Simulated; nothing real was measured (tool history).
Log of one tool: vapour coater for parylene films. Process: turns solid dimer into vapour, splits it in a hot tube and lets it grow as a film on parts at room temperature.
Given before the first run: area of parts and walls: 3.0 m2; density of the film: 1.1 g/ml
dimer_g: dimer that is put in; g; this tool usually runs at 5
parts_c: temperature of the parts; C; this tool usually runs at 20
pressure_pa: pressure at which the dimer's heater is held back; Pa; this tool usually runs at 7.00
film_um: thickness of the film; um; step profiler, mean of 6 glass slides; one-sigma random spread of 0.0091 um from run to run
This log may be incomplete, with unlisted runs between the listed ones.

run    hour  dimer_g  parts_c  pressure_pa  film_um
  1     0.0        5       20         7.00    1.011
  2    81.9        5       20         7.00    1.012
  3   119.2        5       20         4.06    1.081
  4   174.4        5       30         7.00    0.743
  5   235.8        5       20         7.00    1.061
  6   296.0        5       20         7.00    1.061
  7   371.0        5       20         3.95    1.130
  8   424.2        5       12         7.00    1.425
  9   488.0        5       19         7.00    1.088
 10   559.4        5       19         7.00    1.073
 11   644.8        5       27         7.00    0.804
 12   726.7        5       20        11.28    0.938
 13   807.9        5       20         2.11    1.167
 14   878.8        2       20         7.00    0.399
 15   915.0        2       20         7.00    0.404
 16   964.3        7       20         7.00    1.415
 17  1050.1        7       20         7.00    1.510
 18  1117.3        7       20         7.00    1.511
 19  1158.2        3       20         7.00    0.640
 20  1240.0        3       20         7.00    0.639
 21  1308.5        9       29        10.98    1.305
 22  1362.0        3       21         9.76    0.578
 23  1435.9        3       15         3.49    0.835
 24  1493.1        2       18         4.59    0.469
 25  1552.3        2       16         8.34    0.479
 26  1597.8        2       16         8.34    0.460
 27  1652.0        3       17         3.96    0.746
 28  1693.6        5       24        12.00    0.823
 29  1747.8        4       20         6.81    0.814
 30  1836.7        2       20         3.34    0.482
 31  1912.5        7       20         4.90    1.565

Taken out of this log: 5 entries between the listed runs. Where each belongs, and how the hidden state differs across it:
Run 3 -> run 4: trap's valve overhauled (hour 169.1)
  vapour lost through the trap's worn valve, %: 7.2 -> 0.1; true temperature of the parts over the reading, C: 0.46 -> 0.47
  measured result minus the result with no hidden state, film_um: -0.104 -> -0.014 um
Run 10 -> run 11: table's thermometer calibrated (hour 590.1)
  vapour lost through the trap's worn valve, %: 3.6 -> 4.4; true temperature of the parts over the reading, C: 0.54 -> 0.62
  measured result minus the result with no hidden state, film_um: -0.063 -> -0.056 um
Run 15 -> run 16: table's thermometer calibrated, once more (hour 950.1)
  vapour lost through the trap's worn valve, %: 6.9 -> 7.3; true temperature of the parts over the reading, C: 0.67 -> 0.13
  measured result minus the result with no hidden state, film_um: -0.040 -> -0.119 um
Run 16 -> run 17: trap's valve overhauled (hour 983.7)
  vapour lost through the trap's worn valve, %: 7.3 -> 0.8; true temperature of the parts over the reading, C: 0.13 -> 0.15
  measured result minus the result with no hidden state, film_um: -0.119 -> -0.020 um
Run 29 -> run 30: trap's valve overhauled (hour 1795.7)
  vapour lost through the trap's worn valve, %: 7.1 -> 0.5; true temperature of the parts over the reading, C: 0.27 -> 0.28
  measured result minus the result with no hidden state, film_um: -0.071 -> -0.007 um
